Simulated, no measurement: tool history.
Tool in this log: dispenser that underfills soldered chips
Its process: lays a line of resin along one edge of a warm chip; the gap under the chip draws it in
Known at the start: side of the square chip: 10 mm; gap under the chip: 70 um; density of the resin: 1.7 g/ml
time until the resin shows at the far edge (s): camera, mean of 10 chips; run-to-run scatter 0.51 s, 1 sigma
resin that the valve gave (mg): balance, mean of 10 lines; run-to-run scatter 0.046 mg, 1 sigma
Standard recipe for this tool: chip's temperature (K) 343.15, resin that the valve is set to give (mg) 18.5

run     day  chip's temperature (K)  resin that the valve is set to give (mg)  time until the resin shows at the far edge (s)  resin that the valve gave (mg)
  1       0                  343.15                                      18.5                                            40.9                           17.67
      0.142  -- new syringe of resin
  2   0.425                  343.15                                      22.8                                            42.1                           21.78
      0.483  -- new syringe of resin
      0.821  -- new syringe of resin
      0.912  -- dispensing valve cleaned and set on the balance
  3   1.117                  343.15                                      22.8                                            43.7                           22.72
      1.167  -- new syringe of resin
      1.475  -- new syringe of resin
  4   1.546                  343.15                                      22.8                                            37.5                           22.63
      1.829  -- new syringe of resin
  5   2.108                  343.15                                      22.8                                              42                           22.54
      2.171  -- new syringe of resin
      2.488  -- new syringe of resin
  6    2.55                  343.15                                      16.5                                            39.2                           16.14
      2.838  -- new syringe of resin
  7   2.946                  343.15                                      21.4                                            38.7                            20.9
      3.179  -- new syringe of resin
  8   3.367                  343.15                                      21.4                                            39.6                           20.78
      3.492  -- new syringe of resin
      3.662  -- stage's temperature calibrated
      3.838  -- new syringe of resin
  9   4.017                  343.15                                      21.4                                            45.7                           20.52
      4.171  -- new syringe of resin
      4.517  -- new syringe of resin
 10   4.562                  343.15                                      21.4                                              42                           20.49
      4.821  -- new syringe of resin
       5.15  -- new syringe of resin
 11   5.167                  343.15                                      20.2                                            41.1                           19.11
      5.483  -- new syringe of resin
      5.525  -- dispensing valve cleaned and set on the balance
 12   5.629                  343.15                                      20.2                                            42.8                            20.2
      5.825  -- new syringe of resin
      6.162  -- new syringe of resin
 13   6.217                  331.15                                      20.2                                            80.5                            20.1
      6.471  -- new syringe of resin
      6.792  -- new syringe of resin
 14   6.867                  343.15                                      18.5                                            42.6                           18.25
      7.108  -- new syringe of resin
      7.433  -- new syringe of resin
 15   7.483                  343.15                                      18.5                                            41.1                           18.13
      7.746  -- new syringe of resin
      8.067  -- new syringe of resin
 16   8.071                  343.15                                      18.5                                            40.7                           18.09
      8.421  -- new syringe of resin
 17   8.679                  343.15                                      18.5                                            46.2                           17.88
       8.75  -- new syringe of resin
      9.104  -- new syringe of resin
 18   9.221                  342.15                                      23.4                                            43.5                           22.46
      9.429  -- new syringe of resin
      9.742  -- new syringe of resin
 19   9.788                  337.15                                      20.7                                              55                           19.73
     10.071  -- dispensing valve cleaned and set on the balance
     10.121  -- new syringe of resin
     10.433  -- new syringe of resin
 20  10.483                  337.15                                      20.7                                            53.5                           20.63
     10.738  -- new syringe of resin
 21  10.954                  337.15                                      20.7                                            62.1                           20.65
     11.067  -- new syringe of resin
 22   11.35                  336.15                                      16.9                                              69                           16.72
       11.4  -- new syringe of resin
     11.729  -- new syringe of resin
 23  11.796                  337.15                                      16.7                                            57.5                           16.39
     12.071  -- new syringe of resin
 24  12.196                  337.15                                      16.7                                            60.1                           16.35
     12.383  -- new syringe of resin
     12.692  -- new syringe of resin
 25  12.879                  347.15                                      17.7                                              36                            17.2
     13.017  -- new syringe of resin
     13.342  -- new syringe of resin
 26  13.467                  347.15                                      21.7                                            33.7                           20.99
     13.662  -- new syringe of resin
     14.004  -- new syringe of resin
 27  14.058                  355.15                                      22.9                                            21.2                           21.97
     14.333  -- new syringe of resin
 28  14.362                  351.15                                      20.3                                            24.8                           19.42
     14.617  -- dispensing valve cleaned and set on the balance
     14.675  -- new syringe of resin
 29  14.792                  351.15                                        16                                            27.5                           15.96
     15.012  -- new syringe of resin
     15.317  -- new syringe of resin
 30  15.442                  336.15                                      18.6                                            59.1                           18.46
     15.658  -- new syringe of resin
 31  15.833                  333.15                                      18.3                                            72.3                           18.01
     15.979  -- new syringe of resin
 32  16.171                  333.15                                      18.3                                            73.5                           18.01
     16.321  -- new syringe of resin
     16.646  -- new syringe of resin
 33  16.688                  346.15                                      20.8                                            33.8                           20.25

4 ways to go on from here, each from the tool as it stands after run 33. What would each give?
     16.967  -- new syringe of resin
  A  17.054                  346.15                                      21.6                                               ?                               ?
     16.967  -- new syringe of resin
  B  17.054                  330.15                                      17.7                                               ?                               ?
     16.967  -- new syringe of resin
  C  17.054                  353.15                                      21.7                                               ?                               ?
     16.967  -- new syringe of resin
  D  17.054                  342.15                                      17.5                                               ?                               ?

run  time until the resin shows at the far edge (s)  resin that the valve gave (mg)
  A                                            32.5                              21
  B                                            81.2                           17.24
  C                                            23.5                           21.06
  D                                            42.2                           16.99
What these runs would have given with no unlogged condition in the tool:
run  time until the resin shows at the far edge (s)  resin that the valve gave (mg)
  A                                            34.1                           21.61
  B                                            85.8                           17.74
  C                                            24.6                           21.67
  D                                            44.3                           17.48
